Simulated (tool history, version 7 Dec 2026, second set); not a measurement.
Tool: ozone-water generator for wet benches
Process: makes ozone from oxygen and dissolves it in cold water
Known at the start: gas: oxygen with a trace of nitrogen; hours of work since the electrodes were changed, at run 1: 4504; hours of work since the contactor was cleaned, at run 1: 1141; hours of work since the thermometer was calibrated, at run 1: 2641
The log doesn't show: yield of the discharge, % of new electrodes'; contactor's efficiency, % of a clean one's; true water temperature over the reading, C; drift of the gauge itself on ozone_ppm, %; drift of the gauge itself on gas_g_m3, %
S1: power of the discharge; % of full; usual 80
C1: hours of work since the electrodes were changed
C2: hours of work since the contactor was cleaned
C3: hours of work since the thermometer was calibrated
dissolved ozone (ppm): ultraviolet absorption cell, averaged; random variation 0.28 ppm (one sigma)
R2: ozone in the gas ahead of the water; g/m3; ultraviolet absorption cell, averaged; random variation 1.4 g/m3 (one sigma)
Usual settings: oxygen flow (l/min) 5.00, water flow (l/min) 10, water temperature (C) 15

Run 1, hour 0.0: usual settings; C1 4504; C2 1141; C3 2641. Result: dissolved ozone (ppm) 40.6, R2 254.1 g/m3.
Run 2, hour 100.4: usual settings; C1 4586; C2 1222; C3 2723. Result: dissolved ozone (ppm) 40.7, R2 255.0 g/m3.
Run 3, hour 210.8: usual settings; C1 4676; C2 1312; C3 2813. Result: dissolved ozone (ppm) 40.5, R2 255.1 g/m3.
Run 4, hour 310.6: usual settings but S1 50 % of full; C1 4757; C2 1393; C3 2894. Result: dissolved ozone (ppm) 27.0, R2 169.0 g/m3.
Run 5, hour 388.1: usual settings but S1 50 % of full; C1 4820; C2 1456; C3 2957. Result: dissolved ozone (ppm) 26.8, R2 169.7 g/m3.
Run 6, hour 521.4: usual settings; C1 4928; C2 1565; C3 3065. Result: dissolved ozone (ppm) 40.3, R2 254.4 g/m3.
Run 7, hour 696.9: usual settings; C1 5071; C2 1707; C3 3208. Result: dissolved ozone (ppm) 40.9, R2 253.4 g/m3.
Run 8, hour 846.3: usual settings but water flow (l/min) 8; C1 5193; C2 1829; C3 3329. Result: dissolved ozone (ppm) 46.4, R2 253.2 g/m3.
Run 9, hour 936.6: usual settings but water flow (l/min) 8; C1 5266; C2 1902; C3 3403. Result: dissolved ozone (ppm) 46.1, R2 252.7 g/m3.
Run 10, hour 1045.4: usual settings but water flow (l/min) 8; C1 5354; C2 1991; C3 3491. Result: dissolved ozone (ppm) 45.6, R2 251.8 g/m3.
Run 11, hour 1184.0: usual settings but water flow (l/min) 8; C1 5467; C2 2103; C3 3604. Result: dissolved ozone (ppm) 45.6, R2 250.3 g/m3.
Run 12, hour 1307.9: usual settings but water flow (l/min) 8; C1 5568; C2 2204; C3 3705. Result: dissolved ozone (ppm) 46.2, R2 248.9 g/m3.
Run 13, hour 1391.7: usual settings but water flow (l/min) 8; C1 5636; C2 2272; C3 3773. Result: dissolved ozone (ppm) 46.1, R2 250.2 g/m3.
Run 14, hour 1511.7: usual settings but water flow (l/min) 8; C1 5733; C2 2370; C3 3870. Result: dissolved ozone (ppm) 46.1, R2 252.8 g/m3.
Run 15, hour 1645.3: usual settings but water flow (l/min) 8; C1 5842; C2 2478; C3 3979. Result: dissolved ozone (ppm) 45.8, R2 251.4 g/m3.
Run 16, hour 1784.5: usual settings; C1 5955; C2 2591; C3 4092. Result: dissolved ozone (ppm) 39.6, R2 251.5 g/m3.
Run 17, hour 1889.4: usual settings but S1 90 % of full; C1 6041; C2 2677; C3 4177. Result: dissolved ozone (ppm) 44.7, R2 277.8 g/m3.
Run 18, hour 2070.9: usual settings but S1 49 % of full, oxygen flow (l/min) 2.50, water flow (l/min) 16, water temperature (C) 11; C1 6188; C2 2824; C3 4325. Result: dissolved ozone (ppm) 16.8, R2 222.9 g/m3.
Run 19, hour 2165.3: usual settings but S1 75 % of full, oxygen flow (l/min) 4.33, water temperature (C) 20; C1 6265; C2 2901; C3 4402. Result: dissolved ozone (ppm) 34.1, R2 252.6 g/m3.
Run 20, hour 2297.5: usual settings but S1 75 % of full, oxygen flow (l/min) 6.70, water flow (l/min) 7, water temperature (C) 18; C1 6372; C2 3009; C3 4509. Result: dissolved ozone (ppm) 40.9, R2 206.1 g/m3.
Run 21, hour 2412.8: usual settings but oxygen flow (l/min) 7.41, water flow (l/min) 8, water temperature (C) 10; C1 6466; C2 3102; C3 4603. Result: dissolved ozone (ppm) 47.9, R2 208.6 g/m3.
Run 22, hour 2576.0: usual settings but S1 66 % of full, water flow (l/min) 7, water temperature (C) 9; C1 6599; C2 3235; C3 4735. Result: dissolved ozone (ppm) 46.4, R2 210.0 g/m3.
Run 23, hour 2663.6: usual settings but S1 64 % of full, water flow (l/min) 7, water temperature (C) 17; C1 6670; C2 3306; C3 4807. Result: dissolved ozone (ppm) 37.9, R2 204.9 g/m3.
Run 24, hour 2766.0: usual settings but S1 64 % of full, water flow (l/min) 7, water temperature (C) 17; C1 6753; C2 3389; C3 4890. Result: dissolved ozone (ppm) 38.2, R2 204.4 g/m3.
Run 25, hour 2909.8: usual settings but S1 64 % of full, oxygen flow (l/min) 5.73, water flow (l/min) 7, water temperature (C) 17; C1 6870; C2 3506; C3 5007. Result: dissolved ozone (ppm) 36.9, R2 191.3 g/m3.
Run 26, hour 3017.4: usual settings but S1 69 % of full, oxygen flow (l/min) 3.16, water flow (l/min) 6, water temperature (C) 12; C1 6958; C2 3594; C3 5094. Result: dissolved ozone (ppm) 51.1, R2 269.1 g/m3.
Run 27, hour 3163.6: usual settings but S1 77 % of full, water flow (l/min) 8; C1 7076; C2 3713; C3 5213. Result: dissolved ozone (ppm) 42.7, R2 241.6 g/m3.
Run 28, hour 3340.2: usual settings but S1 77 % of full, water flow (l/min) 8; C1 7220; C2 3856; C3 5357. Result: dissolved ozone (ppm) 42.8, R2 237.7 g/m3.
Run 29, hour 3516.8: usual settings but oxygen flow (l/min) 4.39, water flow (l/min) 11, water temperature (C) 14; C1 7364; C2 4000; C3 5500. Result: dissolved ozone (ppm) 36.6, R2 262.0 g/m3.
Run 30, hour 3622.3: usual settings but S1 52 % of full, oxygen flow (l/min) 4.55, water flow (l/min) 11, water temperature (C) 14; C1 7449; C2 4086; C3 5586. Result: dissolved ozone (ppm) 25.4, R2 178.6 g/m3.
Run 31, hour 3733.7: usual settings but S1 52 % of full, oxygen flow (l/min) 4.55, water flow (l/min) 11, water temperature (C) 14; C1 7540; C2 4176; C3 5677. Result: dissolved ozone (ppm) 25.4, R2 177.0 g/m3.
At hour 3742.7: water thermometer calibrated.
Run 32, hour 3833.6: usual settings but S1 45 % of full, oxygen flow (l/min) 4.55, water flow (l/min) 7, water temperature (C) 11; C1 7621; C2 4257; C3 74. Result: dissolved ozone (ppm) 32.4, R2 156.2 g/m3.

Measured less the same run without the tool's hidden state. The same run-to-run variation is in both; the gauge's scatter may not be:
run  dissolved ozone (ppm)     R2
  1                   -2.5  -13.1
  2                   -2.6  -13.4
  3                   -2.6  -13.8
  4                   -1.2   -5.7
  5                   -1.2   -5.8
  6                   -2.8  -14.5
  7                   -2.9  -15.0
  8                   -3.5  -15.4
  9                   -3.4  -15.6
 10                   -3.5  -15.9
 11                   -3.7  -16.2
 12                   -3.8  -16.4
 13                   -3.8  -16.8
 14                   -3.9  -17.2
 15                   -4.0  -17.5
 16                   -3.6  -17.8
 17                   -4.4  -22.0
 18                   -1.2   -9.9
 19                   -3.2  -18.0
 20                   -3.8  -15.0
 21                   -4.8  -16.4
 22                   -4.1  -14.1
 23                   -3.3  -13.5
 24                   -3.4  -13.7
 25                   -3.4  -13.1
 26                   -4.8  -20.0
 27                   -4.6  -20.3
 28                   -4.8  -20.4
 29                   -4.4  -23.8
 30                   -2.3  -10.6
 31                   -2.3  -10.6
 32                   -2.3   -7.8
